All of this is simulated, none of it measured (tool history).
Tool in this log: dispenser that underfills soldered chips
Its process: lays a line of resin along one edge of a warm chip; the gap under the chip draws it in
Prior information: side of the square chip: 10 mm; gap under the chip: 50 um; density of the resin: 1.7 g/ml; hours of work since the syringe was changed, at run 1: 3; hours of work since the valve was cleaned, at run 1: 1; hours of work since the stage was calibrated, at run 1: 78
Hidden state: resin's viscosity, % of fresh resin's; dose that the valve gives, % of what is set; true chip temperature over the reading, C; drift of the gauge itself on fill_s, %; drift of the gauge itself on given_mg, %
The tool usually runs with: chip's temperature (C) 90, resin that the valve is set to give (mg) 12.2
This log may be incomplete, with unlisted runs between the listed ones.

| run | hour | chip's temperature (C) | resin that the valve is set to give (mg) | hours of work since the syringe was changed | hours of work since the valve was cleaned | hours of work since the stage was calibrated | time until the resin shows at the far edge (s) | resin that the valve gave (mg) |
|---|---|---|---|---|---|---|---|---|
| 1 | 0.0 | 90 | 12.2 | 3 | 1 | 78 | 146.2 | 12.14 |
| 2 | 3.5 | 90 | 12.2 | 6 | 3 | 80 | 181.5 | 12.16 |
| 3 | 6.0 | 90 | 10.7 | 8 | 5 | 82 | 220.7 | 10.67 |
|  | 9.4 | new syringe of resin |
| 4 | 12.2 | 77 | 12.2 | 2 | 9 | 86 | 231.4 | 12.10 |
| 5 | 15.6 | 103 | 12.2 | 4 | 12 | 88 | 98.1 | 12.15 |
| 6 | 20.3 | 103 | 12.2 | 7 | 15 | 92 | 126.4 | 12.07 |
| 7 | 23.2 | 90 | 14.1 | 9 | 17 | 94 | 250.5 | 13.97 |
|  | 23.7 | new syringe of resin |
| 8 | 26.9 | 90 | 14.1 | 2 | 19 | 96 | 130.7 | 13.98 |
| 9 | 29.9 | 90 | 14.1 | 4 | 21 | 98 | 159.9 | 13.96 |
| 10 | 33.3 | 82 | 12.2 | 7 | 23 | 100 | 278.4 | 12.03 |
|  | 37.9 | new syringe of resin |
| 11 | 38.5 | 84 | 12.6 | 0 | 27 | 104 | 144.9 | 12.45 |
| 12 | 44.0 | 103 | 15.5 | 4 | 31 | 107 | 91.3 | 15.26 |
| 13 | 47.1 | 90 | 15.3 | 6 | 33 | 110 | 182.8 | 15.11 |
|  | 52.3 | new syringe of resin |
| 14 | 52.3 | 100 | 15.2 | 0 | 36 | 113 | 74.7 | 14.96 |
| 15 | 56.3 | 100 | 15.2 | 3 | 39 | 116 | 94.3 | 14.92 |
| 16 | 61.1 | 96 | 14.3 | 6 | 42 | 119 | 145.7 | 14.07 |
| 17 | 65.3 | 96 | 14.3 | 9 | 45 | 122 | 186.7 | 14.06 |

3 options for the next run, each taken on its own from the tool as it stands now. Forecast them:
|  | 66.5 | new syringe of resin |
| A | 69.2 | 96 | 12.6 | 2 | 47 | 124 | ? | ? |
|  | 66.5 | new syringe of resin |
| B | 69.2 | 101 | 10.8 | 2 | 47 | 124 | ? | ? |
|  | 66.5 | new syringe of resin |
| C | 69.2 | 88 | 11.2 | 2 | 47 | 124 | ? | ? |

| run | time until the resin shows at the far edge (s) | resin that the valve gave (mg) |
|---|---|---|
| A | 105.0 | 12.34 |
| B | 89.4 | 10.60 |
| C | 147.2 | 10.99 |
With the hidden condition removed and each run's random variation left untouched, the same runs would have given:
| run | time until the resin shows at the far edge (s) | resin that the valve gave (mg) |
|---|---|---|
| A | 86.4 | 12.59 |
| B | 73.4 | 10.81 |
| C | 120.9 | 11.21 |
